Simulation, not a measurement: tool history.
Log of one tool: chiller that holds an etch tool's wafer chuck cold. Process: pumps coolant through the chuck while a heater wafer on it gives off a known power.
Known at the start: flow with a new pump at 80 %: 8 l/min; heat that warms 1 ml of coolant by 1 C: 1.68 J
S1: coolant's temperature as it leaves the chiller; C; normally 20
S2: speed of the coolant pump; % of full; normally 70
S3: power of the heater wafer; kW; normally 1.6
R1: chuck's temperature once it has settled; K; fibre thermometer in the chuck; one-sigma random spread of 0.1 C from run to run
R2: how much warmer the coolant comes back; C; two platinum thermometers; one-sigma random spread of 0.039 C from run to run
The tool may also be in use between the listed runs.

run 1 day=0 | S1=20 S2=70 S3=1.6 | R1=314.15 R2=8.56
run 2 day=3.362 | S1=20 S2=70 S3=1.6 | R1=314.25 R2=8.54
run 3 day=8.238 | S1=20 S2=70 S3=1.6 | R1=314.15 R2=8.59
run 4 day=13.729 | S1=20 S2=70 S3=1.6 | R1=314.35 R2=8.6
-- day=15.933 chiller's thermometer calibrated
run 5 day=17.588 | S1=20 S2=70 S3=1.6 | R1=314.45 R2=8.6
run 6 day=23.104 | S1=20 S2=93 S3=1.6 | R1=310.65 R2=6.41
run 7 day=28.579 | S1=18 S2=70 S3=1.6 | R1=312.65 R2=8.67
run 8 day=31.6 | S1=18 S2=70 S3=1.6 | R1=312.75 R2=8.71
run 9 day=34.717 | S1=18 S2=70 S3=1.6 | R1=312.85 R2=8.68
run 10 day=37.488 | S1=18 S2=70 S3=1.6 | R1=312.85 R2=8.65
run 11 day=42.488 | S1=15 S2=70 S3=1.6 | R1=309.85 R2=8.65
run 12 day=45.504 | S1=15 S2=70 S3=1.6 | R1=310.05 R2=8.68
run 13 day=49.062 | S1=20 S2=97 S3=1.6 | R1=310.55 R2=6.28
run 14 day=53.783 | S1=20 S2=97 S3=1.6 | R1=310.55 R2=6.24
run 15 day=56.675 | S1=20 S2=97 S3=1.6 | R1=310.45 R2=6.24
run 16 day=60.208 | S1=20 S2=70 S3=1.6 | R1=315.15 R2=8.72
run 17 day=63.071 | S1=10 S2=70 S3=1.732 | R1=307.25 R2=9.45
run 18 day=66.862 | S1=10 S2=70 S3=1.732 | R1=307.15 R2=9.45
run 19 day=69.254 | S1=20 S2=96 S3=1.6 | R1=310.75 R2=6.4
run 20 day=72.529 | S1=11 S2=71 S3=1.56 | R1=305.65 R2=8.39
run 21 day=77.579 | S1=20 S2=63 S3=0.857 | R1=305.95 R2=5.21
run 22 day=82.696 | S1=25 S2=86 S3=1.237 | R1=313.05 R2=5.47
run 23 day=85.512 | S1=25 S2=86 S3=1.237 | R1=313.25 R2=5.58
run 24 day=88.088 | S1=23 S2=80 S3=1.17 | R1=311.15 R2=5.66
run 25 day=92.021 | S1=14 S2=61 S3=1.6 | R1=312.25 R2=10.24
run 26 day=97.279 | S1=14 S2=61 S3=1.6 | R1=312.35 R2=10.19
run 27 day=99.529 | S1=14 S2=61 S3=1.6 | R1=312.25 R2=10.13
run 28 day=104.35 | S1=18 S2=84 S3=0.885 | R1=302.25 R2=4.05
run 29 day=108.358 | S1=18 S2=84 S3=0.885 | R1=302.35 R2=4.14
-- day=109.529 chiller's thermometer calibrated
run 30 day=110.638 | S1=15 S2=70 S3=1.683 | R1=312.15 R2=9.37
run 31 day=114.996 | S1=15 S2=70 S3=1.683 | R1=312.55 R2=9.4

Had the tool no unlogged condition, and each run kept its random variation, what would the results have been?
The hidden state here: heat passed by the chuck's channels, % of clean ones'; flow at a given pump speed, % of a new pump's; coolant's true temperature over the reading, C; drift of the gauge itself on chuck_c, C; drift of the gauge itself on warmer_back_c, C.
run=1 R1=312.05 R2=8.22
run=2 R1=312.05 R2=8.19
run=3 R1=311.95 R2=8.23
run=4 R1=312.05 R2=8.21
run=5 R1=311.95 R2=8.2
run=6 R1=308.45 R2=6.1
run=7 R1=309.95 R2=8.24
run=8 R1=309.95 R2=8.27
run=9 R1=310.05 R2=8.24
run=10 R1=310.05 R2=8.19
run=11 R1=306.95 R2=8.18
run=12 R1=307.05 R2=8.2
run=13 R1=308.05 R2=5.93
run=14 R1=308.05 R2=5.88
run=15 R1=307.95 R2=5.87
run=16 R1=311.95 R2=8.19
run=17 R1=303.65 R2=8.87
run=18 R1=303.55 R2=8.86
run=19 R1=308.05 R2=5.99
run=20 R1=302.35 R2=7.85
run=21 R1=303.95 R2=4.87
run=22 R1=310.65 R2=5.1
run=23 R1=310.75 R2=5.2
run=24 R1=308.75 R2=5.26
run=25 R1=308.15 R2=9.52
run=26 R1=308.15 R2=9.46
run=27 R1=307.95 R2=9.38
run=28 R1=300.35 R2=3.75
run=29 R1=300.35 R2=3.83
run=30 R1=307.65 R2=8.65
run=31 R1=307.95 R2=8.66

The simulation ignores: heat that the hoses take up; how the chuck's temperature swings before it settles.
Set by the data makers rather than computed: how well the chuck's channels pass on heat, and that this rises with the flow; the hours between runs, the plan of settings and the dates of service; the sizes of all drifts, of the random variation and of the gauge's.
